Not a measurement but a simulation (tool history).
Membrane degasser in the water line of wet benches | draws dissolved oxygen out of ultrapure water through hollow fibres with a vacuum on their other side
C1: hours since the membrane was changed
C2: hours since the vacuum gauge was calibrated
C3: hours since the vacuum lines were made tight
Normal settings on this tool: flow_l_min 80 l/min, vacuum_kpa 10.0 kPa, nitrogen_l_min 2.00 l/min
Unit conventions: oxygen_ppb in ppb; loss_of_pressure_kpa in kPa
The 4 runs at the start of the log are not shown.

{"run": 5, "hour": 296.2, "flow_l_min": 80, "vacuum_kpa": 6.2, "nitrogen_l_min": 2.0, "C1": 2728, "C2": 518, "C3": 8244, "oxygen_ppb": 270.9, "loss_of_pressure_kpa": 28.01}
{"hour": 373.9, "done": "seals of the vacuum lines changed"}
{"run": 6, "hour": 373.9, "flow_l_min": 80, "vacuum_kpa": 6.2, "nitrogen_l_min": 2.0, "C1": 2804, "C2": 594, "C3": 0, "oxygen_ppb": 271.6, "loss_of_pressure_kpa": 28.24}
{"run": 7, "hour": 429.4, "flow_l_min": 80, "vacuum_kpa": 6.2, "nitrogen_l_min": 2.0, "C1": 2859, "C2": 649, "C3": 55, "oxygen_ppb": 270.2, "loss_of_pressure_kpa": 28.0}
{"run": 8, "hour": 484.7, "flow_l_min": 80, "vacuum_kpa": 10.0, "nitrogen_l_min": 3.51, "C1": 2915, "C2": 705, "C3": 111, "oxygen_ppb": 362.2, "loss_of_pressure_kpa": 28.37}
{"run": 9, "hour": 565.1, "flow_l_min": 80, "vacuum_kpa": 10.0, "nitrogen_l_min": 3.51, "C1": 2995, "C2": 785, "C3": 191, "oxygen_ppb": 362.6, "loss_of_pressure_kpa": 28.37}
{"run": 10, "hour": 619.7, "flow_l_min": 80, "vacuum_kpa": 10.0, "nitrogen_l_min": 3.51, "C1": 3050, "C2": 840, "C3": 246, "oxygen_ppb": 362.5, "loss_of_pressure_kpa": 27.98}
{"run": 11, "hour": 700.0, "flow_l_min": 80, "vacuum_kpa": 10.0, "nitrogen_l_min": 2.0, "C1": 3130, "C2": 920, "C3": 326, "oxygen_ppb": 550.4, "loss_of_pressure_kpa": 28.09}
{"run": 12, "hour": 771.5, "flow_l_min": 80, "vacuum_kpa": 10.0, "nitrogen_l_min": 2.0, "C1": 3202, "C2": 991, "C3": 398, "oxygen_ppb": 551.9, "loss_of_pressure_kpa": 28.02}
{"run": 13, "hour": 855.6, "flow_l_min": 80, "vacuum_kpa": 10.0, "nitrogen_l_min": 2.0, "C1": 3286, "C2": 1075, "C3": 482, "oxygen_ppb": 551.9, "loss_of_pressure_kpa": 28.34}
{"run": 14, "hour": 937.7, "flow_l_min": 80, "vacuum_kpa": 10.0, "nitrogen_l_min": 2.0, "C1": 3368, "C2": 1158, "C3": 564, "oxygen_ppb": 553.6, "loss_of_pressure_kpa": 28.21}
{"run": 15, "hour": 1023.9, "flow_l_min": 80, "vacuum_kpa": 10.0, "nitrogen_l_min": 2.0, "C1": 3454, "C2": 1244, "C3": 650, "oxygen_ppb": 554.0, "loss_of_pressure_kpa": 27.99}
{"run": 16, "hour": 1120.4, "flow_l_min": 80, "vacuum_kpa": 10.0, "nitrogen_l_min": 2.0, "C1": 3550, "C2": 1340, "C3": 747, "oxygen_ppb": 552.4, "loss_of_pressure_kpa": 28.14}
{"run": 17, "hour": 1219.4, "flow_l_min": 71, "vacuum_kpa": 10.0, "nitrogen_l_min": 2.19, "C1": 3649, "C2": 1439, "C3": 845, "oxygen_ppb": 463.4, "loss_of_pressure_kpa": 25.26}

Forecast run 18:
{"run": 18, "hour": 1292.8, "flow_l_min": 64, "vacuum_kpa": 9.7, "nitrogen_l_min": 1.08, "C1": 3723, "C2": 1513, "C3": 919, "oxygen_ppb": "?", "loss_of_pressure_kpa": "?"}

oxygen_ppb: 680.5 ppb
loss_of_pressure_kpa: 22.51 kPa
Were there no unlogged condition in the tool, this run, its random variation unchanged, would have produced oxygen_ppb 680.5 ppb, loss_of_pressure_kpa 22.51 kPa.
